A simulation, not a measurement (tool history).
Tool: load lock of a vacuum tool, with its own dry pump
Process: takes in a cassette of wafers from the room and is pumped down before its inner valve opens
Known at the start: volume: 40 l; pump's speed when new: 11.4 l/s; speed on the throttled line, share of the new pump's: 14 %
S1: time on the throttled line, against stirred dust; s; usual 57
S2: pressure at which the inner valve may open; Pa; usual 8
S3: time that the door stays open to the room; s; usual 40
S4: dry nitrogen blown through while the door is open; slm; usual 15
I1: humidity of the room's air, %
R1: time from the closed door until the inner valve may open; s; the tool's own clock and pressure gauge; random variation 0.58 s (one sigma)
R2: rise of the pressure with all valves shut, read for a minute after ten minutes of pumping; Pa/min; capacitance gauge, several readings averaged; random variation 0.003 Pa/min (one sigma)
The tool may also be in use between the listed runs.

{"run": 1, "hour": 0.0, "S1": 57, "S2": 8, "S3": 40, "S4": 15, "I1": 44.5, "R1": 83, "R2": 0.173}
{"run": 2, "hour": 58.6, "S1": 57, "S2": 8, "S3": 40, "S4": 15, "I1": 45.1, "R1": 83.2, "R2": 0.18}
{"run": 3, "hour": 137.7, "S1": 57, "S2": 8, "S3": 40, "S4": 15, "I1": 44.9, "R1": 83.4, "R2": 0.169}
{"run": 4, "hour": 210.1, "S1": 57, "S2": 8, "S3": 40, "S4": 15, "I1": 46.1, "R1": 82.9, "R2": 0.178}
{"run": 5, "hour": 327.1, "S1": 57, "S2": 8, "S3": 40, "S4": 15, "I1": 45.3, "R1": 83, "R2": 0.18}
{"run": 6, "hour": 452.7, "S1": 57, "S2": 8, "S3": 40, "S4": 15, "I1": 44.8, "R1": 83.2, "R2": 0.184}
{"run": 7, "hour": 564.5, "S1": 57, "S2": 8, "S3": 40, "S4": 15, "I1": 46.3, "R1": 83.9, "R2": 0.191}
{"run": 8, "hour": 687.2, "S1": 57, "S2": 8, "S3": 40, "S4": 15, "I1": 45.3, "R1": 84.1, "R2": 0.196}
{"run": 9, "hour": 761.1, "S1": 57, "S2": 8, "S3": 40, "S4": 15, "I1": 46.5, "R1": 83.2, "R2": 0.204}
{"run": 10, "hour": 877.2, "S1": 57, "S2": 8, "S3": 40, "S4": 15, "I1": 46.2, "R1": 85.1, "R2": 0.199}
{"run": 11, "hour": 942.1, "S1": 57, "S2": 8, "S3": 40, "S4": 15, "I1": 46.2, "R1": 84, "R2": 0.201}
{"run": 12, "hour": 1017.9, "S1": 57, "S2": 8, "S3": 40, "S4": 15, "I1": 46.4, "R1": 82.5, "R2": 0.208}
{"run": 13, "hour": 1132.4, "S1": 99, "S2": 8, "S3": 40, "S4": 15, "I1": 44.1, "R1": 121.1, "R2": 0.208}
{"run": 14, "hour": 1189.0, "S1": 99, "S2": 8, "S3": 40, "S4": 15, "I1": 45.1, "R1": 119.5, "R2": 0.212}
{"run": 15, "hour": 1289.6, "S1": 57, "S2": 8, "S3": 40, "S4": 15, "I1": 46.2, "R1": 83.4, "R2": 0.209}
{"run": 16, "hour": 1406.7, "S1": 57, "S2": 8, "S3": 40, "S4": 15, "I1": 43.3, "R1": 83.6, "R2": 0.221}
{"run": 17, "hour": 1491.4, "S1": 104, "S2": 8, "S3": 40, "S4": 15, "I1": 44.8, "R1": 122.6, "R2": 0.226}
{"run": 18, "hour": 1592.1, "S1": 104, "S2": 8, "S3": 40, "S4": 15, "I1": 44.3, "R1": 125.3, "R2": 0.221}
{"run": 19, "hour": 1671.2, "S1": 104, "S2": 8, "S3": 40, "S4": 15, "I1": 43.9, "R1": 125, "R2": 0.231}
{"run": 20, "hour": 1782.3, "S1": 51, "S2": 8, "S3": 167, "S4": 15, "I1": 47.4, "R1": 78.9, "R2": 0.26}
{"run": 21, "hour": 1916.6, "S1": 57, "S2": 8, "S3": 63, "S4": 28, "I1": 42.8, "R1": 83.6, "R2": 0.242}
{"run": 22, "hour": 2008.3, "S1": 57, "S2": 8, "S3": 63, "S4": 28, "I1": 45.4, "R1": 83.1, "R2": 0.241}
{"run": 23, "hour": 2098.4, "S1": 57, "S2": 8, "S3": 63, "S4": 28, "I1": 45.9, "R1": 83.1, "R2": 0.251}
{"run": 24, "hour": 2202.4, "S1": 77, "S2": 6, "S3": 63, "S4": 17, "I1": 43.2, "R1": 102.1, "R2": 0.251}
{"run": 25, "hour": 2276.5, "S1": 77, "S2": 6, "S3": 63, "S4": 17, "I1": 45.5, "R1": 102.8, "R2": 0.26}
{"run": 26, "hour": 2336.7, "S1": 76, "S2": 8, "S3": 40, "S4": 15, "I1": 44, "R1": 99.8, "R2": 0.255}
{"run": 27, "hour": 2457.9, "S1": 102, "S2": 12, "S3": 44, "S4": 6, "I1": 42.5, "R1": 121.2, "R2": 0.269}
{"run": 28, "hour": 2527.8, "S1": 65, "S2": 12, "S3": 44, "S4": 6, "I1": 45.2, "R1": 88.4, "R2": 0.267}
{"run": 29, "hour": 2584.7, "S1": 35, "S2": 11, "S3": 50, "S4": 8, "I1": 41.7, "R1": 63.4, "R2": 0.268}
{"run": 30, "hour": 2666.6, "S1": 50, "S2": 11, "S3": 50, "S4": 9, "I1": 42.6, "R1": 77.7, "R2": 0.271}
{"run": 31, "hour": 2766.2, "S1": 47, "S2": 6, "S3": 34, "S4": 30, "I1": 45.1, "R1": 76.9, "R2": 0.27}
{"run": 32, "hour": 2893.4, "S1": 57, "S2": 6, "S3": 40, "S4": 13, "I1": 43.6, "R1": 86, "R2": 0.272}
{"run": 33, "hour": 2984.0, "S1": 57, "S2": 6, "S3": 154, "S4": 15, "I1": 44.4, "R1": 84.1, "R2": 0.303}
{"run": 34, "hour": 3065.8, "S1": 78, "S2": 11, "S3": 83, "S4": 15, "I1": 45.3, "R1": 100.6, "R2": 0.291}
{"run": 35, "hour": 3171.5, "S1": 90, "S2": 11, "S3": 56, "S4": 15, "I1": 40.2, "R1": 111.1, "R2": 0.298}
{"run": 36, "hour": 3228.1, "S1": 57, "S2": 8, "S3": 40, "S4": 15, "I1": 43.9, "R1": 85.1, "R2": 0.292}

Some steps in R1 between neighbouring runs. How much of each would the tool show without its hidden state too (settings, what came in, random variation), and how much is left for the hidden state, with any gauge scatter that isn't in both results?
The hidden state here: pump's speed, % of a new pump's; leak at the door's seal, Pa l/s; drift of the gauge itself on ready_s, %; drift of the gauge itself on rise_pa_min, %.
Run 12 -> 13: S1 57 -> 99. R1 +38.6 s: hidden state -0.2, all else +38.8.
Run 16 -> 17: S1 57 -> 104. R1 +39 s: hidden state -0.2, all else +39.2.
Run 19 -> 20: S1 104 -> 51, S3 40 -> 167. R1 -46.1 s: hidden state +0.2, all else -46.3.
Run 26 -> 27: S1 76 -> 102, S2 8 -> 12, S3 40 -> 44, S4 15 -> 6. R1 +21.4 s: hidden state -0.3, all else +21.7.
Run 28 -> 29: S1 65 -> 35, S2 12 -> 11, S3 44 -> 50, S4 6 -> 8. R1 -25 s: hidden state +0.3, all else -25.3.
Run 35 -> 36: S1 90 -> 57, S2 11 -> 8, S3 56 -> 40. R1 -26 s: hidden state +0.4, all else -26.4.

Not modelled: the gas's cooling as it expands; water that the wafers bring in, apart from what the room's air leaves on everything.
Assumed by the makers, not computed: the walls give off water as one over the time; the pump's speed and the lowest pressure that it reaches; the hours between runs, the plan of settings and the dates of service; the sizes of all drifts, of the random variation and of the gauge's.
